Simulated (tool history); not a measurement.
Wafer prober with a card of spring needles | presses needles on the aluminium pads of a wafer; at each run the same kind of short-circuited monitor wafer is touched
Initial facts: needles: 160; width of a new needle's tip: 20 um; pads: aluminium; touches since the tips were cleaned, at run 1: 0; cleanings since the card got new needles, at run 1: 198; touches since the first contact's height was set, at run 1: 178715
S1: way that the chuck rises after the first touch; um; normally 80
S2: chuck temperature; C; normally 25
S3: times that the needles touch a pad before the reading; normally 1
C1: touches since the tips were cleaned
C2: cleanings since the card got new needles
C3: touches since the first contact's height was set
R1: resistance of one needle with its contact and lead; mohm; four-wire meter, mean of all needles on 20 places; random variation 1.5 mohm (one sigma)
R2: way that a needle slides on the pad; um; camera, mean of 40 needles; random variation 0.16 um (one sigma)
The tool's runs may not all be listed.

run 1 hour=0.0 | S1=80 S2=25 S3=1 | C1=0 C2=198 C3=178715 | R1=142 R2=15.24
-- hour=7.1 tips cleaned on abrasive film
-- hour=14.3 tips cleaned on abrasive film
-- hour=20.0 tips cleaned on abrasive film
run 2 hour=24.0 | S1=80 S2=25 S3=1 | C1=1181 C2=201 C3=185683 | R1=146 R2=15.44
-- hour=26.9 tips cleaned on abrasive film
-- hour=32.6 tips cleaned on abrasive film
-- hour=39.8 tips cleaned on abrasive film
-- hour=45.5 tips cleaned on abrasive film
run 3 hour=49.8 | S1=80 S2=94 S3=1 | C1=1269 C2=205 C3=193154 | R1=158 R2=15.41
-- hour=51.3 tips cleaned on abrasive film
-- hour=58.5 tips cleaned on abrasive film
-- hour=65.6 tips cleaned on abrasive film
-- hour=68.7 height of the first contact set anew
run 4 hour=69.5 | S1=80 S2=25 S3=1 | C1=1062 C2=208 C3=236 | R1=147 R2=15.46
-- hour=72.4 tips cleaned on abrasive film
-- hour=78.1 tips cleaned on abrasive film
-- hour=85.3 tips cleaned on abrasive film
-- hour=91.0 tips cleaned on abrasive film
-- hour=96.7 tips cleaned on abrasive film
run 5 hour=100.0 | S1=80 S2=25 S3=1 | C1=965 C2=213 C3=9056 | R1=146 R2=15.38
-- hour=102.9 tips cleaned on abrasive film
-- hour=108.6 tips cleaned on abrasive film
-- hour=115.8 tips cleaned on abrasive film
-- hour=122.9 tips cleaned on abrasive film
run 6 hour=123.4 | S1=80 S2=25 S3=1 | C1=153 C2=217 C3=15824 | R1=146 R2=15.42
-- hour=129.1 tips cleaned on abrasive film
-- hour=134.9 tips cleaned on abrasive film
-- hour=140.6 tips cleaned on abrasive film
-- hour=146.3 tips cleaned on abrasive film
run 7 hour=146.6 | S1=80 S2=25 S3=1 | C1=69 C2=221 C3=22509 | R1=144 R2=15.49
-- hour=152.3 tips cleaned on abrasive film
-- hour=158.0 tips cleaned on abrasive film
-- hour=165.1 tips cleaned on abrasive film
run 8 hour=165.5 | S1=80 S2=25 S3=2 | C1=119 C2=224 C3=28005 | R1=144 R2=15.41
-- hour=171.3 tips cleaned on abrasive film
-- hour=178.4 tips cleaned on abrasive film
-- hour=185.5 tips cleaned on abrasive film
-- hour=191.3 tips cleaned on abrasive film
run 9 hour=191.8 | S1=80 S2=25 S3=2 | C1=156 C2=228 C3=35603 | R1=148 R2=15.17
-- hour=197.5 tips cleaned on abrasive film
-- hour=203.2 tips cleaned on abrasive film
-- hour=209.0 tips cleaned on abrasive film
run 10 hour=210.5 | S1=80 S2=25 S3=2 | C1=466 C2=231 C3=41030 | R1=148 R2=15.38
-- hour=214.9 tips cleaned on abrasive film
-- hour=222.0 tips cleaned on abrasive film
-- hour=227.7 tips cleaned on abrasive film
run 11 hour=230.8 | S1=80 S2=25 S3=1 | C1=923 C2=234 C3=46915 | R1=146 R2=15.40
-- hour=233.8 tips cleaned on abrasive film
-- hour=239.5 tips cleaned on abrasive film
-- hour=245.2 tips cleaned on abrasive film
-- hour=252.3 tips cleaned on abrasive film
-- hour=259.5 tips cleaned on abrasive film
-- hour=265.9 tips cleaned on abrasive film
run 12 hour=265.9 | S1=80 S2=25 S3=2 | C1=0 C2=240 C3=57057 | R1=144 R2=15.61
-- hour=273.1 tips cleaned on abrasive film
-- hour=280.2 tips cleaned on abrasive film
run 13 hour=283.4 | S1=80 S2=86 S3=1 | C1=948 C2=242 C3=62138 | R1=155 R2=15.26
-- hour=286.3 tips cleaned on abrasive film
-- hour=293.5 tips cleaned on abrasive film
-- hour=299.2 tips cleaned on abrasive film
-- hour=304.9 tips cleaned on abrasive film
run 14 hour=310.4 | S1=80 S2=36 S3=1 | C1=1601 C2=246 C3=69940 | R1=144 R2=15.25
-- hour=311.9 tips cleaned on abrasive film
-- hour=319.0 tips cleaned on abrasive film
-- hour=326.1 tips cleaned on abrasive film
run 15 hour=327.8 | S1=91 S2=58 S3=1 | C1=486 C2=249 C3=74973 | R1=148 R2=17.50
-- hour=332.1 tips cleaned on abrasive film
-- hour=339.2 tips cleaned on abrasive film
-- hour=346.3 tips cleaned on abrasive film
run 16 hour=350.9 | S1=91 S2=58 S3=1 | C1=1347 C2=252 C3=81693 | R1=152 R2=17.72
-- hour=352.4 tips cleaned on abrasive film
-- hour=358.2 tips cleaned on abrasive film
-- hour=365.3 tips cleaned on abrasive film
-- hour=372.4 tips cleaned on abrasive film
run 17 hour=372.8 | S1=91 S2=58 S3=1 | C1=126 C2=256 C3=88021 | R1=148 R2=17.62

What does the tool deliver on the next run?
-- hour=378.6 tips cleaned on abrasive film
-- hour=384.3 tips cleaned on abrasive film
-- hour=390.0 tips cleaned on abrasive film
-- hour=397.1 tips cleaned on abrasive film
run 18 hour=402.1 | S1=63 S2=87 S3=2 | C1=1458 C2=260 C3=96507 | R1=? R2=?

{"run 18": {"R1": 158, "R2": 12.3}}
Were there no unlogged condition in the tool, this run, its random variation unchanged, would have produced R1 157 mohm, R2 12.31 um.
